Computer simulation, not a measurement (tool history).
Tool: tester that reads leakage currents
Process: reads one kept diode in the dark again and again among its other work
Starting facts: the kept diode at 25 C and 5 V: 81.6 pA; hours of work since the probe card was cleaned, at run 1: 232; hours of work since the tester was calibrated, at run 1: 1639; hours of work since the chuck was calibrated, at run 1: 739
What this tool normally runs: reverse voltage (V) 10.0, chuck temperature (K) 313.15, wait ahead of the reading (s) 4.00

run,day,reverse voltage (V),chuck temperature (K),wait ahead of the reading (s),hours of work since the probe card was cleaned,hours of work since the tester was calibrated,hours of work since the chuck was calibrated,current that the tester gives (pA)
1,0.000,10.0,313.15,4.00,232,1639,739,506.87
2,3.692,10.0,325.15,4.00,281,1687,788,1385.08
3,6.042,10.0,325.15,4.00,312,1718,819,1388.69
4,9.275,10.0,325.15,4.00,354,1761,861,1392.94
5,13.696,10.0,325.15,4.00,412,1819,919,1394.65
6,16.096,10.0,325.15,4.00,444,1850,951,1403.21
7,19.325,10.0,325.15,4.00,486,1892,993,1394.35
8,22.025,10.0,325.15,4.00,522,1928,1029,1402.51
9,25.508,10.0,325.15,4.00,567,1974,1074,1408.86
10,28.825,10.0,325.15,1.29,611,2017,1118,1404.58
11,31.812,10.0,325.15,1.29,650,2056,1157,1419.20
12,35.533,7.5,313.15,4.00,699,2105,1206,439.19
13,39.150,7.5,313.15,4.00,746,2153,1253,443.52
14,43.367,10.0,313.15,6.19,802,2208,1309,521.47
15,45.621,10.0,296.15,6.19,831,2238,1338,115.90
16,48.862,11.7,313.15,4.00,874,2280,1381,575.06
17,51.438,10.0,313.15,4.00,908,2314,1415,528.78
18,56.071,10.0,313.15,4.00,969,2375,1476,528.36
19,59.504,10.0,313.15,4.00,1014,2420,1521,532.22
20,61.617,10.0,313.15,0.42,1041,2448,1548,536.59
21,65.292,10.0,313.15,0.42,1090,2496,1597,537.93
22,68.658,2.5,313.15,0.31,1134,2540,1641,239.68
# day 71.529: probe card cleaned and baked
23,73.042,2.5,313.15,0.31,20,2596,1697,238.44
24,75.133,2.5,313.15,0.31,47,2624,1724,238.84
25,79.450,1.4,309.15,4.00,104,2680,1781,120.07
26,84.025,1.4,303.15,4.00,164,2740,1841,69.86
27,86.738,1.4,303.15,4.00,200,2776,1877,69.51
28,90.179,10.6,299.15,0.46,245,2821,1922,161.46
29,94.854,8.5,307.15,6.03,306,2883,1983,288.01
30,99.325,8.5,307.15,6.03,365,2941,2042,289.66
31,103.004,17.9,313.15,2.77,413,2990,2090,753.97
32,105.096,17.9,313.15,2.77,441,3017,2118,755.34
33,108.912,6.9,313.15,0.49,491,3067,2168,439.44
# day 110.929: chuck's temperature calibrated
34,113.338,6.9,313.15,0.49,548,3124,32,403.43
35,115.842,8.8,330.15,0.49,581,3157,65,1880.56
36,119.004,8.9,302.15,2.75,622,3199,106,176.10
37,121.525,8.9,302.15,2.75,655,3232,139,175.88
38,124.458,1.1,302.15,8.06,694,3270,178,51.67
39,128.075,7.8,312.15,4.00,741,3318,225,401.57
40,132.079,7.8,312.15,4.00,794,3370,278,397.16

Here are 4 independent what-if runs from the current tool condition. What would each one return?
A,136.492,6.6,305.15,2.78,852,3428,336,?
B,136.492,1.3,293.15,1.23,852,3428,336,?
C,136.492,10.0,323.15,1.87,852,3428,336,?
D,136.492,10.0,296.15,4.00,852,3428,336,?

run,current that the tester gives (pA)
A,194.92
B,25.00
C,1171.12
D,111.17
The same runs, with their run-to-run variation unchanged, on a tool lacking any hidden condition would have given:
run,current that the tester gives (pA)
A,184.73
B,23.33
C,1133.21
D,100.74

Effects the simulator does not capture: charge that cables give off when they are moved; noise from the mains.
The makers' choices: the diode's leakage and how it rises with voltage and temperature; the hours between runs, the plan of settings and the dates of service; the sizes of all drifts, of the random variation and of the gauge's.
